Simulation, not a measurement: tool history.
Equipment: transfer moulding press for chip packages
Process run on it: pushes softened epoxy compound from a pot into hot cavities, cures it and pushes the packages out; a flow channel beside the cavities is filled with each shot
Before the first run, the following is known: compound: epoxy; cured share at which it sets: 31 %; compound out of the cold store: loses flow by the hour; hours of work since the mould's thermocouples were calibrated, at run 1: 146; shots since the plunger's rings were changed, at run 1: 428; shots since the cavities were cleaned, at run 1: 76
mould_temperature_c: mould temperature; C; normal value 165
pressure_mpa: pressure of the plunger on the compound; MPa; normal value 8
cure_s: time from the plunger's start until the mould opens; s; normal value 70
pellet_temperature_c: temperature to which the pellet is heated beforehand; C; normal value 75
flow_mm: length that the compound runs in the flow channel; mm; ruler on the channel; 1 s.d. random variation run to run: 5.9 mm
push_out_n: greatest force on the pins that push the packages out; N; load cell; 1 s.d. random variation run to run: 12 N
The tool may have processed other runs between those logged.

run    hour  mould_temperature_c  pressure_mpa  cure_s  pellet_temperature_c  hours of work since the mould's thermocouples were calibrated  shots since the plunger's rings were changed  shots since the cavities were cleaned  incoming compound's hours out of the cold store  flow_mm  push_out_n
  1       0                  165             8      70                    75                                                            146                                           428                                     76                                             32.4      660         672
         30  -- cavities cleaned with cleaning compound and waxed
  2    51.7                  165             8      70                    75                                                            177                                          1198                                    333                                             21.7      699        1029
       64.7  -- cavities cleaned with cleaning compound and waxed
       97.5  -- cavities cleaned with cleaning compound and waxed
  3   103.6                  166             8      70                    75                                                            206                                          1949                                     93                                              8.1      750         646
      132.9  -- cavities cleaned with cleaning compound and waxed
      166.6  -- cavities cleaned with cleaning compound and waxed
  4   174.8                  166             8      70                    75                                                            248                                          2997                                    127                                             19.4      685         669
      200.3  -- cavities cleaned with cleaning compound and waxed
  5   213.7                  165          8.32      70                    75                                                            271                                          3571                                    207                                             38.9      625         703
      236.8  -- cavities cleaned with cleaning compound and waxed
  6   263.9                  167          8.32      70                    75                                                            301                                          4317                                    415                                             39.9      599         711
      269.5  -- cavities cleaned with cleaning compound and waxed
  7   295.4                  167          8.32      70                    75                                                            319                                          4778                                    398                                             13.8      698         743
      303.9  -- plunger's sealing rings changed
      305.4  -- cavities cleaned with cleaning compound and waxed
        340  -- cavities cleaned with cleaning compound and waxed
  8   364.3                  167          8.32      70                    75                                                            358                                           882                                    374                                               11      757         740
      373.3  -- cavities cleaned with cleaning compound and waxed
      408.7  -- cavities cleaned with cleaning compound and waxed
  9   423.1                  167          8.32      70                    75                                                            392                                          1737                                    221                                             29.1      659         650
        431  -- cavities cleaned with cleaning compound and waxed, once more
        467  -- cavities cleaned with cleaning compound and waxed
 10   473.6                  165          8.25      70                    75                                                            421                                          2468                                    103                                               19      704         679
        502  -- cavities cleaned with cleaning compound and waxed
      528.7  -- mould's thermocouples calibrated
      536.6  -- cavities cleaned with cleaning compound and waxed
 11   549.7                  165             8      70                    75                                                             12                                          3559                                    202                                             12.1      715         752
      569.6  -- cavities cleaned with cleaning compound and waxed
 12   591.8                  165             8      70                    75                                                             37                                          4182                                    340                                             35.5      613         782
      603.2  -- cavities cleaned with cleaning compound and waxed
      640.2  -- plunger's sealing rings changed
      641.7  -- cavities cleaned with cleaning compound and waxed
 13   647.4                  165          8.08      70                    75                                                             67                                            87                                     87                                             46.2      614         640
      676.3  -- cavities cleaned with cleaning compound and waxed
 14   701.3                  165          8.08      70                    75                                                             99                                           890                                    382                                             14.4      746         840
      713.6  -- cavities cleaned with cleaning compound and waxed
        748  -- cavities cleaned with cleaning compound and waxed
 15   751.9                  165          8.08      70                    75                                                            128                                          1622                                     60                                             47.5      590         624
      782.7  -- cavities cleaned with cleaning compound and waxed
        816  -- cavities cleaned with cleaning compound and waxed
 16     816                  165             8      58                    85                                                            165                                          2560                                      0                                             24.3      669         948
      848.7  -- cavities cleaned with cleaning compound and waxed
      885.2  -- cavities cleaned with cleaning compound and waxed
 17   889.9                  165             8      84                    75                                                            209                                          3648                                     71                                             18.8      687         530
      921.5  -- cavities cleaned with cleaning compound and waxed
 18   947.4                  165          6.29     100                    78                                                            243                                          4507                                    396                                                9      636         566
      953.9  -- cavities cleaned with cleaning compound and waxed
      973.6  -- plunger's sealing rings changed
      989.9  -- cavities cleaned with cleaning compound and waxed
 19  1019.1                  166          6.29      57                    78                                                            283                                           675                                    448                                             34.4      563        1329
     1023.6  -- cavities cleaned with cleaning compound and waxed
     1059.3  -- cavities cleaned with cleaning compound and waxed
 20  1059.3                  165             8      83                    75                                                            306                                          1246                                      0                                             26.9      681         483
     1096.2  -- cavities cleaned with cleaning compound and waxed
 21  1118.1                  165             8      83                    75                                                            341                                          2125                                    336                                             27.2      666         613
     1129.4  -- cavities cleaned with cleaning compound and waxed
     1164.4  -- cavities cleaned with cleaning compound and waxed
 22  1165.6                  158          7.34      70                    75                                                            368                                          2809                                     18                                             31.7      637        1031
     1201.5  -- cavities cleaned with cleaning compound and waxed
 23  1229.1                  165          7.78      74                    69                                                            406                                          3760                                    423                                             41.1      586         750
     1236.4  -- cavities cleaned with cleaning compound and waxed
     1271.8  -- cavities cleaned with cleaning compound and waxed
 24  1296.1                  165          7.78      74                    67                                                            445                                          4743                                    373                                              9.3      705         797

What would each run have given without the hidden state, its run-to-run variation left as it was?
What the log doesn't record here: true mould temperature over the reading, C; pressure that reaches the compound, % of what is set; grip of the stained cavities, % over clean ones'; drift of the gauge itself on flow_mm, %; drift of the gauge itself on push_out_n, %.
run  flow_mm  push_out_n
  1      665         619
  2      713         634
  3      774         588
  4      719         587
  5      662         611
  6      642         535
  7      754         569
  8      769         572
  9      677         540
 10      732         616
 11      758         640
 12      656         603
 13      617         587
 14      757         650
 15      606         584
 16      696         923
 17      727         488
 18      682         439
 19      569         966
 20      694         472
 21      687         483
 22      664         974
 23      620         557
 24      758         591
